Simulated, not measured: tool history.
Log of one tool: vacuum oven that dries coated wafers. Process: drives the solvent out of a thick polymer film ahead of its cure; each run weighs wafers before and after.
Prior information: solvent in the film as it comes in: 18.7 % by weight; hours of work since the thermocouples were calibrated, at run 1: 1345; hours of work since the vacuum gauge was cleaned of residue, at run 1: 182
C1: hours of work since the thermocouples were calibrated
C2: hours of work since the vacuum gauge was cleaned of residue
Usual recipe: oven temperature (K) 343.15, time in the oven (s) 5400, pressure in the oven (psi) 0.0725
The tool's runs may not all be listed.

run 1 day=0 | oven_temperature_(K)=343.15 time_in_the_oven_(s)=5400 pressure_in_the_oven_(psi)=0.0725 | C1=1345 C2=182 | solvent_left_in_the_film_(%)=1.37
run 2 day=0.325 | oven_temperature_(K)=343.15 time_in_the_oven_(s)=3360 pressure_in_the_oven_(psi)=0.0725 | C1=1351 C2=188 | solvent_left_in_the_film_(%)=3.29
run 3 day=0.625 | oven_temperature_(K)=343.15 time_in_the_oven_(s)=3360 pressure_in_the_oven_(psi)=0.0725 | C1=1357 C2=194 | solvent_left_in_the_film_(%)=3.28
run 4 day=0.892 | oven_temperature_(K)=343.15 time_in_the_oven_(s)=5400 pressure_in_the_oven_(psi)=0.2103 | C1=1362 C2=199 | solvent_left_in_the_film_(%)=1.63
run 5 day=1.396 | oven_temperature_(K)=343.15 time_in_the_oven_(s)=5400 pressure_in_the_oven_(psi)=0.2103 | C1=1371 C2=208 | solvent_left_in_the_film_(%)=1.62
run 6 day=1.754 | oven_temperature_(K)=343.15 time_in_the_oven_(s)=5400 pressure_in_the_oven_(psi)=0.0725 | C1=1378 C2=215 | solvent_left_in_the_film_(%)=1.35
run 7 day=2.221 | oven_temperature_(K)=343.15 time_in_the_oven_(s)=5400 pressure_in_the_oven_(psi)=0.0725 | C1=1386 C2=223 | solvent_left_in_the_film_(%)=1.35
run 8 day=2.475 | oven_temperature_(K)=343.15 time_in_the_oven_(s)=5400 pressure_in_the_oven_(psi)=0.0614 | C1=1391 C2=228 | solvent_left_in_the_film_(%)=1.33
run 9 day=2.729 | oven_temperature_(K)=343.15 time_in_the_oven_(s)=5700 pressure_in_the_oven_(psi)=0.0614 | C1=1396 C2=233 | solvent_left_in_the_film_(%)=1.18
run 10 day=3.004 | oven_temperature_(K)=343.15 time_in_the_oven_(s)=5700 pressure_in_the_oven_(psi)=0.0614 | C1=1401 C2=238 | solvent_left_in_the_film_(%)=1.16
run 11 day=3.308 | oven_temperature_(K)=343.15 time_in_the_oven_(s)=5700 pressure_in_the_oven_(psi)=0.0614 | C1=1407 C2=243 | solvent_left_in_the_film_(%)=1.19
run 12 day=3.575 | oven_temperature_(K)=343.15 time_in_the_oven_(s)=5700 pressure_in_the_oven_(psi)=0.0614 | C1=1412 C2=248 | solvent_left_in_the_film_(%)=1.19
run 13 day=3.838 | oven_temperature_(K)=343.15 time_in_the_oven_(s)=5400 pressure_in_the_oven_(psi)=0.0725 | C1=1416 C2=253 | solvent_left_in_the_film_(%)=1.37
run 14 day=4.062 | oven_temperature_(K)=343.15 time_in_the_oven_(s)=5400 pressure_in_the_oven_(psi)=0.0725 | C1=1420 C2=257 | solvent_left_in_the_film_(%)=1.33
run 15 day=4.479 | oven_temperature_(K)=343.15 time_in_the_oven_(s)=5400 pressure_in_the_oven_(psi)=0.2209 | C1=1428 C2=265 | solvent_left_in_the_film_(%)=1.65
run 16 day=4.771 | oven_temperature_(K)=344.15 time_in_the_oven_(s)=7200 pressure_in_the_oven_(psi)=0.0616 | C1=1434 C2=270 | solvent_left_in_the_film_(%)=0.56
run 17 day=5.138 | oven_temperature_(K)=354.15 time_in_the_oven_(s)=7680 pressure_in_the_oven_(psi)=0.0563 | C1=1440 C2=277 | solvent_left_in_the_film_(%)=0.11
run 18 day=5.462 | oven_temperature_(K)=357.15 time_in_the_oven_(s)=3540 pressure_in_the_oven_(psi)=0.1771 | C1=1446 C2=283 | solvent_left_in_the_film_(%)=0.47
run 19 day=5.879 | oven_temperature_(K)=343.15 time_in_the_oven_(s)=9420 pressure_in_the_oven_(psi)=0.1352 | C1=1454 C2=291 | solvent_left_in_the_film_(%)=0.49
run 20 day=6.096 | oven_temperature_(K)=343.15 time_in_the_oven_(s)=2820 pressure_in_the_oven_(psi)=0.0725 | C1=1458 C2=295 | solvent_left_in_the_film_(%)=4.12
run 21 day=6.375 | oven_temperature_(K)=343.15 time_in_the_oven_(s)=2820 pressure_in_the_oven_(psi)=0.0725 | C1=1463 C2=300 | solvent_left_in_the_film_(%)=4.11
run 22 day=6.617 | oven_temperature_(K)=343.15 time_in_the_oven_(s)=2820 pressure_in_the_oven_(psi)=0.0725 | C1=1468 C2=304 | solvent_left_in_the_film_(%)=4.11
run 23 day=6.833 | oven_temperature_(K)=343.15 time_in_the_oven_(s)=2820 pressure_in_the_oven_(psi)=0.0725 | C1=1472 C2=308 | solvent_left_in_the_film_(%)=4.07
run 24 day=7.308 | oven_temperature_(K)=355.15 time_in_the_oven_(s)=5700 pressure_in_the_oven_(psi)=0.2899 | C1=1481 C2=317 | solvent_left_in_the_film_(%)=0.45
run 25 day=7.671 | oven_temperature_(K)=340.15 time_in_the_oven_(s)=3120 pressure_in_the_oven_(psi)=0.0618 | C1=1487 C2=324 | solvent_left_in_the_film_(%)=4.68
run 26 day=8.067 | oven_temperature_(K)=344.15 time_in_the_oven_(s)=3120 pressure_in_the_oven_(psi)=0.0618 | C1=1495 C2=331 | solvent_left_in_the_film_(%)=3.26
run 27 day=8.367 | oven_temperature_(K)=339.15 time_in_the_oven_(s)=9240 pressure_in_the_oven_(psi)=0.0441 | C1=1500 C2=337 | solvent_left_in_the_film_(%)=0.67
run 28 day=8.808 | oven_temperature_(K)=339.15 time_in_the_oven_(s)=9240 pressure_in_the_oven_(psi)=0.0441 | C1=1508 C2=345 | solvent_left_in_the_film_(%)=0.68

The logged runs with the hidden state left out (each run's random variation unchanged):
The hidden state here: true wafer temperature over the reading, C; true pressure over the reading, kPa; drift of the gauge itself on solvent_pct, %.
run=1 solvent_left_in_the_film_(%)=1.76
run=2 solvent_left_in_the_film_(%)=3.9
run=3 solvent_left_in_the_film_(%)=3.9
run=4 solvent_left_in_the_film_(%)=2.04
run=5 solvent_left_in_the_film_(%)=2.03
run=6 solvent_left_in_the_film_(%)=1.75
run=7 solvent_left_in_the_film_(%)=1.75
run=8 solvent_left_in_the_film_(%)=1.73
run=9 solvent_left_in_the_film_(%)=1.55
run=10 solvent_left_in_the_film_(%)=1.53
run=11 solvent_left_in_the_film_(%)=1.56
run=12 solvent_left_in_the_film_(%)=1.56
run=13 solvent_left_in_the_film_(%)=1.78
run=14 solvent_left_in_the_film_(%)=1.73
run=15 solvent_left_in_the_film_(%)=2.08
run=16 solvent_left_in_the_film_(%)=0.76
run=17 solvent_left_in_the_film_(%)=0.11
run=18 solvent_left_in_the_film_(%)=0.62
run=19 solvent_left_in_the_film_(%)=0.61
run=20 solvent_left_in_the_film_(%)=4.8
run=21 solvent_left_in_the_film_(%)=4.8
run=22 solvent_left_in_the_film_(%)=4.8
run=23 solvent_left_in_the_film_(%)=4.76
run=24 solvent_left_in_the_film_(%)=0.5
run=25 solvent_left_in_the_film_(%)=5.4
run=26 solvent_left_in_the_film_(%)=3.92
run=27 solvent_left_in_the_film_(%)=0.92
run=28 solvent_left_in_the_film_(%)=0.93
